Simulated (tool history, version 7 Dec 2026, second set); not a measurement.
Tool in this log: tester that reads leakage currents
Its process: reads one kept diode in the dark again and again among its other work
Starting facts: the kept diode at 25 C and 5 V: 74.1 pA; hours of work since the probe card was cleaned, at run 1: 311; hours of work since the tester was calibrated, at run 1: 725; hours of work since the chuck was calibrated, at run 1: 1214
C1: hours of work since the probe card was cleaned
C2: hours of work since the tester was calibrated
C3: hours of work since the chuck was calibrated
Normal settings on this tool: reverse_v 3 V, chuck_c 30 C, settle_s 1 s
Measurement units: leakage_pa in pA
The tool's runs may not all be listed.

{"run": 1, "hour": 0.0, "reverse_v": 3, "chuck_c": 30, "settle_s": 1, "C1": 311, "C2": 725, "C3": 1214, "leakage_pa": 83.1}
{"run": 2, "hour": 20.2, "reverse_v": 3, "chuck_c": 30, "settle_s": 0.32, "C1": 325, "C2": 740, "C3": 1228, "leakage_pa": 83.97}
{"run": 3, "hour": 47.7, "reverse_v": 3, "chuck_c": 30, "settle_s": 1, "C1": 346, "C2": 760, "C3": 1249, "leakage_pa": 83.41}
{"run": 4, "hour": 74.9, "reverse_v": 3, "chuck_c": 30, "settle_s": 1, "C1": 366, "C2": 780, "C3": 1269, "leakage_pa": 83.06}
{"run": 5, "hour": 118.1, "reverse_v": 3, "chuck_c": 30, "settle_s": 1, "C1": 397, "C2": 812, "C3": 1300, "leakage_pa": 82.57}
{"run": 6, "hour": 154.7, "reverse_v": 3, "chuck_c": 30, "settle_s": 1.94, "C1": 424, "C2": 839, "C3": 1327, "leakage_pa": 82.88}
{"run": 7, "hour": 194.6, "reverse_v": 3, "chuck_c": 30, "settle_s": 1.94, "C1": 453, "C2": 868, "C3": 1356, "leakage_pa": 82.02}
{"run": 8, "hour": 217.7, "reverse_v": 3, "chuck_c": 30, "settle_s": 1.94, "C1": 470, "C2": 885, "C3": 1373, "leakage_pa": 82.04}
{"hour": 223.6, "done": "probe card cleaned and baked"}
{"run": 9, "hour": 239.0, "reverse_v": 3, "chuck_c": 30, "settle_s": 1.94, "C1": 11, "C2": 898, "C3": 1387, "leakage_pa": 81.74}
{"run": 10, "hour": 272.1, "reverse_v": 3, "chuck_c": 30, "settle_s": 1.94, "C1": 36, "C2": 923, "C3": 1411, "leakage_pa": 82.16}
{"run": 11, "hour": 316.5, "reverse_v": 3, "chuck_c": 30, "settle_s": 1.94, "C1": 68, "C2": 955, "C3": 1444, "leakage_pa": 81.83}
{"run": 12, "hour": 358.2, "reverse_v": 9.09, "chuck_c": 30, "settle_s": 1, "C1": 99, "C2": 986, "C3": 1474, "leakage_pa": 121.63}
{"hour": 368.5, "done": "probe card cleaned and baked, once more"}
{"run": 13, "hour": 403.1, "reverse_v": 3, "chuck_c": 30, "settle_s": 0.71, "C1": 25, "C2": 1016, "C3": 1505, "leakage_pa": 81.23}
{"run": 14, "hour": 432.8, "reverse_v": 1.38, "chuck_c": 35, "settle_s": 0.58, "C1": 47, "C2": 1038, "C3": 1527, "leakage_pa": 88.46}
{"run": 15, "hour": 470.1, "reverse_v": 1.09, "chuck_c": 25, "settle_s": 6.44, "C1": 74, "C2": 1066, "C3": 1554, "leakage_pa": 39.22}
{"run": 16, "hour": 506.5, "reverse_v": 1.28, "chuck_c": 26, "settle_s": 1.24, "C1": 101, "C2": 1092, "C3": 1581, "leakage_pa": 44.49}
{"run": 17, "hour": 526.1, "reverse_v": 1.28, "chuck_c": 50, "settle_s": 3.86, "C1": 116, "C2": 1107, "C3": 1595, "leakage_pa": 238.03}
{"run": 18, "hour": 547.1, "reverse_v": 1.28, "chuck_c": 50, "settle_s": 3.86, "C1": 131, "C2": 1122, "C3": 1610, "leakage_pa": 235.98}
{"run": 19, "hour": 577.8, "reverse_v": 3, "chuck_c": 45, "settle_s": 1.1, "C1": 153, "C2": 1145, "C3": 1633, "leakage_pa": 228.46}
{"run": 20, "hour": 620.3, "reverse_v": 9.93, "chuck_c": 45, "settle_s": 0.46, "C1": 185, "C2": 1176, "C3": 1664, "leakage_pa": 349.91}
{"run": 21, "hour": 651.5, "reverse_v": 1.11, "chuck_c": 29, "settle_s": 0.98, "C1": 208, "C2": 1199, "C3": 1687, "leakage_pa": 52.51}
{"run": 22, "hour": 686.4, "reverse_v": 2.41, "chuck_c": 47, "settle_s": 7.35, "C1": 233, "C2": 1224, "C3": 1713, "leakage_pa": 241.99}
{"run": 23, "hour": 707.0, "reverse_v": 2.41, "chuck_c": 47, "settle_s": 7.35, "C1": 248, "C2": 1239, "C3": 1728, "leakage_pa": 240.94}
{"run": 24, "hour": 748.8, "reverse_v": 1.33, "chuck_c": 47, "settle_s": 2.45, "C1": 279, "C2": 1270, "C3": 1758, "leakage_pa": 196.31}
{"run": 25, "hour": 790.9, "reverse_v": 2.78, "chuck_c": 22, "settle_s": 2.14, "C1": 310, "C2": 1301, "C3": 1789, "leakage_pa": 42.41}
{"run": 26, "hour": 826.9, "reverse_v": 1.76, "chuck_c": 49, "settle_s": 2.14, "C1": 336, "C2": 1327, "C3": 1816, "leakage_pa": 245.21}

Below are 3 alternative next runs, each starting from the tool's condition after run 26. Predict each:
{"run": "A", "hour": 869.6, "reverse_v": 3.21, "chuck_c": 30, "settle_s": 1.05, "C1": 367, "C2": 1359, "C3": 1847, "leakage_pa": "?"}
{"run": "B", "hour": 869.6, "reverse_v": 10.17, "chuck_c": 49, "settle_s": 2.14, "C1": 367, "C2": 1359, "C3": 1847, "leakage_pa": "?"}
{"run": "C", "hour": 869.6, "reverse_v": 7.66, "chuck_c": 30, "settle_s": 1, "C1": 367, "C2": 1359, "C3": 1847, "leakage_pa": "?"}

run=A leakage_pa=81.8
run=B leakage_pa=452.41
run=C leakage_pa=111.21
Without the tool's hidden state the same runs would have given:
run=A leakage_pa=92.85
run=B leakage_pa=507.08
run=C leakage_pa=125.89

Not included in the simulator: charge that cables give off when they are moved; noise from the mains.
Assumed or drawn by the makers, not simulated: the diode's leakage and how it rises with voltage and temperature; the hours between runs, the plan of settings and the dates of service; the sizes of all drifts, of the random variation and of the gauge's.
